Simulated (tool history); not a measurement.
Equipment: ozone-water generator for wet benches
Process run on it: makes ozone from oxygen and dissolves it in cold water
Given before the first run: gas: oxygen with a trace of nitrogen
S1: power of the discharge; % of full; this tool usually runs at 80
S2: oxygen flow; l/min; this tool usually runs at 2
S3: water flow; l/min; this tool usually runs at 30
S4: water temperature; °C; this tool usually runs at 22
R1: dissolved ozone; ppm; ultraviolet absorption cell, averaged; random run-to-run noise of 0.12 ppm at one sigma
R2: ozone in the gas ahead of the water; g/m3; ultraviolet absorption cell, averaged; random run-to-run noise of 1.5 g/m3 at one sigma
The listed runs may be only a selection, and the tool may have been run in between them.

run   hour  S1    S2  S3  S4    R1     R2
  1      0  80     2  30  22  11.4  286.6
  2   33.6  80     2  30  22  11.4  284.4
  3   60.8  80     2  30  18  11.7    284
  4   87.7  80     2  19  22  17.7  287.9
  5  121.2  80     2  19  22  17.8  287.1
  6  158.6  80     2  19  22  17.6  287.4
  7  192.2  80     2  19  22  17.7  288.5
  8  211.4  80     2  19  22  17.5  288.1
  9    230  80     2  33  22  10.4  288.3
 10  246.5  56     2  30  22   9.2  226.3
 11    279  80     2  42  26   7.8  287.3
 12  315.3  80   1.3  33  22   9.1  367.9
 13  350.7  80   1.3  33  22   9.1    365
 14  385.1  80  2.26  30  19    12  269.4
 15  410.7  41  1.11  32  20   5.7  255.5
 16  436.4  66     2  30  27   9.7  254.6
 17  462.6  80  1.16  32  22     9  389.8

Selected run-to-run steps in R2, each split into two signed amounts: the part the tool would show with no hidden state at all (from settings, incoming material and random variation), and the remainder, which goes to the hidden state together with any gauge scatter not common to the measured and the hidden-state-free results:
Hidden state present: yield of the discharge, % of new electrodes'; contactor's efficiency, % of a clean one's; true water temperature over the reading, C; drift of the gauge itself on ozone_ppm, %; drift of the gauge itself on gas_g_m3, %.
Run 16 -> 17: S1 66 -> 80, S2 2 -> 1.16, S3 30 -> 32, S4 27 -> 22. R2 +135.2 g/m3: hidden state +2.4, all else +132.8.
